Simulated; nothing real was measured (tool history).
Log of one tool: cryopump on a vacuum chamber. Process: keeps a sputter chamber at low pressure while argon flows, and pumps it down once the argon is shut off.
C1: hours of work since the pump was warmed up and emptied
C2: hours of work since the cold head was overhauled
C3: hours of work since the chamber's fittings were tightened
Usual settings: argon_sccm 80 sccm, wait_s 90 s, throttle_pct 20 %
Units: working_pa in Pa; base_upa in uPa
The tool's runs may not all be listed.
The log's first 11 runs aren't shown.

Run 12, hour 367.2: usual settings but wait_s 60 s; C1 359; C2 359; C3 867. Result: working_pa 0.6267 Pa, base_upa 2.59 uPa.
Run 13, hour 409: usual settings but wait_s 60 s; C1 385; C2 385; C3 893. Result: working_pa 0.6257 Pa, base_upa 2.48 uPa.
Run 14, hour 429.2: usual settings but wait_s 60 s; C1 398; C2 398; C3 905. Result: working_pa 0.6331 Pa, base_upa 2.61 uPa.
Run 15, hour 472.5: usual settings; C1 424; C2 424; C3 932. Result: working_pa 0.6301 Pa, base_upa 2.13 uPa.
Run 16, hour 502: usual settings; C1 443; C2 443; C3 950. Result: working_pa 0.6311 Pa, base_upa 2.11 uPa.
Run 17, hour 530.2: usual settings; C1 460; C2 460; C3 968. Result: working_pa 0.6319 Pa, base_upa 2.18 uPa.
Run 18, hour 577.2: usual settings but argon_sccm 55 sccm, throttle_pct 39 %; C1 489; C2 489; C3 997. Result: working_pa 0.2306 Pa, base_upa 2.24 uPa.
Run 19, hour 602.1: usual settings but wait_s 26 s, throttle_pct 52 %; C1 505; C2 505; C3 1012. Result: working_pa 0.2576 Pa, base_upa 4.8 uPa.
Run 20, hour 632.4: usual settings but argon_sccm 123 sccm, wait_s 266 s, throttle_pct 16 %; C1 523; C2 523; C3 1031. Result: working_pa 1.2149 Pa, base_upa 1.62 uPa.
Run 21, hour 672: usual settings but argon_sccm 95 sccm, wait_s 266 s, throttle_pct 16 %; C1 548; C2 548; C3 1055. Result: working_pa 0.9323 Pa, base_upa 1.64 uPa.
Run 22, hour 696.7: usual settings but argon_sccm 95 sccm, wait_s 266 s, throttle_pct 16 %; C1 563; C2 563; C3 1070. Result: working_pa 0.9366 Pa, base_upa 1.69 uPa.
Run 23, hour 723.9: usual settings but argon_sccm 48 sccm, throttle_pct 18 %; C1 580; C2 580; C3 1087. Result: working_pa 0.4241 Pa, base_upa 2.33 uPa.
Run 24, hour 769.6: usual settings but argon_sccm 48 sccm, throttle_pct 18 %; C1 608; C2 608; C3 1115. Result: working_pa 0.4223 Pa, base_upa 2.45 uPa.
Run 25, hour 791.4: usual settings but argon_sccm 48 sccm, throttle_pct 18 %; C1 621; C2 621; C3 1129. Result: working_pa 0.4233 Pa, base_upa 2.5 uPa.
Run 26, hour 817.1: usual settings but argon_sccm 129 sccm, wait_s 218 s; C1 637; C2 637; C3 1145. Result: working_pa 1.0447 Pa, base_upa 1.89 uPa.
Run 27, hour 856: usual settings but argon_sccm 129 sccm, wait_s 218 s; C1 661; C2 661; C3 1169. Result: working_pa 1.0348 Pa, base_upa 1.86 uPa.
Run 28, hour 888: usual settings but argon_sccm 129 sccm, wait_s 218 s; C1 681; C2 681; C3 1189. Result: working_pa 1.0365 Pa, base_upa 1.91 uPa.
Run 29, hour 907.1: usual settings but argon_sccm 117 sccm, wait_s 243 s, throttle_pct 43 %; C1 693; C2 693; C3 1200. Result: working_pa 0.465 Pa, base_upa 1.86 uPa.
Run 30, hour 936.8: usual settings but argon_sccm 33 sccm, wait_s 27 s, throttle_pct 43 %; C1 711; C2 711; C3 1219. Result: working_pa 0.1317 Pa, base_upa 4.88 uPa.
Run 31, hour 981.4: usual settings but argon_sccm 142 sccm, wait_s 64 s, throttle_pct 32 %; C1 739; C2 739; C3 1246. Result: working_pa 0.7443 Pa, base_upa 3.02 uPa.
Run 32, hour 1009.5: usual settings but argon_sccm 142 sccm, wait_s 64 s, throttle_pct 32 %; C1 756; C2 756; C3 1264. Result: working_pa 0.741 Pa, base_upa 3.1 uPa.
Run 33, hour 1051.9: usual settings but argon_sccm 142 sccm, wait_s 64 s, throttle_pct 32 %; C1 782; C2 782; C3 1290. Result: working_pa 0.7443 Pa, base_upa 3.13 uPa.
Run 34, hour 1081.6: usual settings but argon_sccm 93 sccm, throttle_pct 22 %; C1 801; C2 801; C3 1308. Result: working_pa 0.6907 Pa, base_upa 2.7 uPa.

Forecast each of these 4 alternatives for the next run:
Run A, hour 1110.2: usual settings but argon_sccm 53 sccm, wait_s 144 s; C1 818; C2 818; C3 1326. Result: working_pa ?, base_upa ?.
Run B, hour 1110.2: usual settings but argon_sccm 152 sccm, wait_s 40 s, throttle_pct 25 %; C1 818; C2 818; C3 1326. Result: working_pa ?, base_upa ?.
Run C, hour 1110.2: usual settings but argon_sccm 131 sccm, wait_s 294 s; C1 818; C2 818; C3 1326. Result: working_pa ?, base_upa ?.
Run D, hour 1110.2: usual settings but throttle_pct 39 %; C1 818; C2 818; C3 1326. Result: working_pa ?, base_upa ?.

run  working_pa  base_upa
  A      0.4312      2.31
  B       1.002      3.94
  C       1.074      2.06
  D       0.354      2.74
Without the tool's hidden state the same runs would have given:
run  working_pa  base_upa
  A      0.4044      0.87
  B      0.9254      2.48
  C      1.0074      0.59
  D      0.3136      1.27
